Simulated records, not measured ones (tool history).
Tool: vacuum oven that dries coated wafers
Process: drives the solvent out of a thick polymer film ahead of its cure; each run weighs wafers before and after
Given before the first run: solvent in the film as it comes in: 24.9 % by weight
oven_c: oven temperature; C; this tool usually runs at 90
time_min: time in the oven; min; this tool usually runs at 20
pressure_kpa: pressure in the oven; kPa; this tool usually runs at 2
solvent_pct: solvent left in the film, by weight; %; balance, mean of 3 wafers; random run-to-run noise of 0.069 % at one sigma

Run 1, hour 0: usual settings. Result: solvent_pct 4.9 %.
Run 2, hour 7.7: usual settings but pressure_kpa 2.98 kPa. Result: solvent_pct 5.55 %.
Run 3, hour 20.6: usual settings but pressure_kpa 2.98 kPa. Result: solvent_pct 5.51 %.
Run 4, hour 26.2: usual settings. Result: solvent_pct 5 %.
Run 5, hour 33.4: usual settings but pressure_kpa 3.98 kPa. Result: solvent_pct 6.18 %.
Run 6, hour 45.6: usual settings but pressure_kpa 3.98 kPa. Result: solvent_pct 6.03 %.
Run 7, hour 53.8: usual settings. Result: solvent_pct 4.9 %.
Run 8, hour 66.1: usual settings. Result: solvent_pct 4.98 %.
Run 9, hour 77.6: usual settings. Result: solvent_pct 4.85 %.
Run 10, hour 89.1: usual settings but pressure_kpa 1.29 kPa. Result: solvent_pct 4.47 %.
Run 11, hour 100: usual settings. Result: solvent_pct 4.88 %.
Run 12, hour 106.2: usual settings but time_min 11 min. Result: solvent_pct 8.93 %.
Run 13, hour 113: usual settings. Result: solvent_pct 4.95 %.
Run 14, hour 125.9: usual settings. Result: solvent_pct 4.95 %.
Run 15, hour 134.4: usual settings. Result: solvent_pct 4.94 %.
Run 16, hour 145.2: usual settings. Result: solvent_pct 4.97 %.
Run 17, hour 153.5: usual settings but oven_c 99 C, time_min 18 min, pressure_kpa 2.2 kPa. Result: solvent_pct 3.38 %.
Run 18, hour 159.6: usual settings but oven_c 77 C, time_min 34 min, pressure_kpa 1.24 kPa. Result: solvent_pct 5 %.
Run 19, hour 165.1: usual settings but oven_c 77 C, time_min 34 min, pressure_kpa 1.24 kPa. Result: solvent_pct 5.04 %.
Run 20, hour 171.2: usual settings but oven_c 77 C, time_min 34 min, pressure_kpa 1.24 kPa. Result: solvent_pct 5.05 %.
Run 21, hour 181.4: usual settings but oven_c 77 C, time_min 34 min, pressure_kpa 1.24 kPa. Result: solvent_pct 4.97 %.
Run 22, hour 192.4: usual settings but oven_c 77 C, time_min 34 min, pressure_kpa 1.24 kPa. Result: solvent_pct 5.11 %.
Run 23, hour 199.1: usual settings but oven_c 92 C, time_min 27 min, pressure_kpa 7.34 kPa. Result: solvent_pct 6.48 %.
Run 24, hour 207.8: usual settings but oven_c 97 C, time_min 11 min, pressure_kpa 1.32 kPa. Result: solvent_pct 6.63 %.
Run 25, hour 220.4: usual settings but oven_c 98 C, time_min 16 min, pressure_kpa 1.32 kPa. Result: solvent_pct 3.88 %.
Run 26, hour 231: usual settings but oven_c 87 C, time_min 11 min, pressure_kpa 5.18 kPa. Result: solvent_pct 11.7 %.
Run 27, hour 240: usual settings but oven_c 87 C, time_min 16 min, pressure_kpa 5.18 kPa. Result: solvent_pct 9.41 %.
Run 28, hour 253: usual settings but oven_c 83 C, time_min 32 min, pressure_kpa 2.61 kPa. Result: solvent_pct 4.83 %.
Run 29, hour 263.3: usual settings but oven_c 98 C, pressure_kpa 1.99 kPa. Result: solvent_pct 3.13 %.
Run 30, hour 269.2: usual settings but oven_c 98 C, pressure_kpa 1.99 kPa. Result: solvent_pct 3.07 %.
Run 31, hour 282.4: usual settings but oven_c 103 C, time_min 32 min. Result: solvent_pct 1.25 %.

For some of the steps in solvent_pct from one run to the next: how much would appear even if the tool had no hidden state, given the settings, what came in and random variation, and how much remains for the hidden state plus any gauge scatter that the measured result and the result without hidden state don't share?
Hidden conditions of the tool in this case: true wafer temperature over the reading, C; true pressure over the reading, kPa; drift of the gauge itself on solvent_pct, %.
Run 11 -> 12: time_min 20 -> 11. solvent_pct +4.05 %: hidden state +0.02, all else +4.03.
Run 17 -> 18: oven_c 99 -> 77, time_min 18 -> 34, pressure_kpa 2.2 -> 1.24. solvent_pct +1.62 %: hidden state +0.1, all else +1.52.
Run 25 -> 26: oven_c 98 -> 87, time_min 16 -> 11, pressure_kpa 1.32 -> 5.18. solvent_pct +7.82 %: hidden state +0.08, all else +7.74.
Run 27 -> 28: oven_c 87 -> 83, time_min 16 -> 32, pressure_kpa 5.18 -> 2.61. solvent_pct -4.58 %: hidden state -0.03, all else -4.55.
Run 30 -> 31: oven_c 98 -> 103, time_min 20 -> 32, pressure_kpa 1.99 -> 2. solvent_pct -1.82 %: hidden state -0.09, all else -1.73.
